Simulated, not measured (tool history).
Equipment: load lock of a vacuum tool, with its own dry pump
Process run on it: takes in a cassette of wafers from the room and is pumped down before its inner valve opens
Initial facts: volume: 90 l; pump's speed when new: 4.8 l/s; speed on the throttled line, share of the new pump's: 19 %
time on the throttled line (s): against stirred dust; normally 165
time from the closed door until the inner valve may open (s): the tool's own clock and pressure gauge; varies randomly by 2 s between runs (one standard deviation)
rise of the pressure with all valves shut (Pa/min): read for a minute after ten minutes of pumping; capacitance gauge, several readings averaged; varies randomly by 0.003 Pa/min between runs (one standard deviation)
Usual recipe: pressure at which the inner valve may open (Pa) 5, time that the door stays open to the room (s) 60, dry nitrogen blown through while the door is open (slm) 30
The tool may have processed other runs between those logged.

run,hour,time on the throttled line (s),pressure at which the inner valve may open (Pa),time that the door stays open to the room (s),dry nitrogen blown through while the door is open (slm),"incoming humidity of the room's air, %",time from the closed door until the inner valve may open (s),rise of the pressure with all valves shut (Pa/min)
1,0,165,5,60,30,43.4,351.1,0.356
2,210.4,165,5,79,30,42.8,349.5,0.375
3,380,165,5,60,30,42.2,352.4,0.375
4,667.8,165,5,60,30,45.2,353,0.39
5,965.9,165,5,60,30,43.3,350.5,0.393
6,1232.2,165,5,60,30,43.8,354.4,0.414
7,1445.3,165,5,60,30,43.1,357.2,0.417
8,1707.7,165,5,60,34,47.8,353.2,0.43
9,1910.7,165,5,60,34,47.5,358.7,0.441
10,2097.8,165,5,60,34,45,356.2,0.449
11,2360.6,165,5,67,30,46.7,358.9,0.461
12,2557.7,165,5,67,30,42.9,357.9,0.481
13,2746.3,165,5,67,30,48.9,356.8,0.481
14,2951.8,165,5,67,30,45,356.5,0.499
15,3150.9,165,5,179,30,46.6,360.9,0.524
16,3425,233,7,179,17,42.4,399.2,0.544
17,3715.8,257,6,179,17,43.8,424.1,0.568
18,4031,87,5,60,30,45.4,303.7,0.551
19,4169.6,165,10,166,30,46.2,343.1,0.575
20,4438.8,160,10,166,30,41.5,341.3,0.594
21,4630.6,243,10,166,22,45.6,403.8,0.609
22,4906.3,243,10,166,22,45.2,403.3,0.616
23,5097,299,9,28,39,44.6,454.1,0.607
24,5281.7,299,9,28,39,43.8,448.8,0.632
25,5598.5,299,9,28,39,46.8,454.4,0.623
26,5841.9,299,9,28,39,43.6,451.5,0.65
27,6067.9,165,6,34,14,47,365.8,0.679

Alternative continuations, all from the tool just after run 27; predict every row:
# hour 6111.4: door's seal changed, seat wiped
A,6366.4,127,8,34,14,42.4,?,?
# hour 6111.4: door's seal changed, seat wiped
B,6366.4,187,5,171,14,42.3,?,?
# hour 6111.4: door's seal changed, seat wiped
C,6366.4,136,4,62,14,46,?,?

run,time from the closed door until the inner valve may open (s),rise of the pressure with all valves shut (Pa/min)
A,324.2,0.023
B,381.9,0.046
C,356.1,0.038
With no hidden state in the tool, these same runs would have given:
run,time from the closed door until the inner valve may open (s),rise of the pressure with all valves shut (Pa/min)
A,280.8,0.021
B,338.1,0.043
C,307.1,0.035

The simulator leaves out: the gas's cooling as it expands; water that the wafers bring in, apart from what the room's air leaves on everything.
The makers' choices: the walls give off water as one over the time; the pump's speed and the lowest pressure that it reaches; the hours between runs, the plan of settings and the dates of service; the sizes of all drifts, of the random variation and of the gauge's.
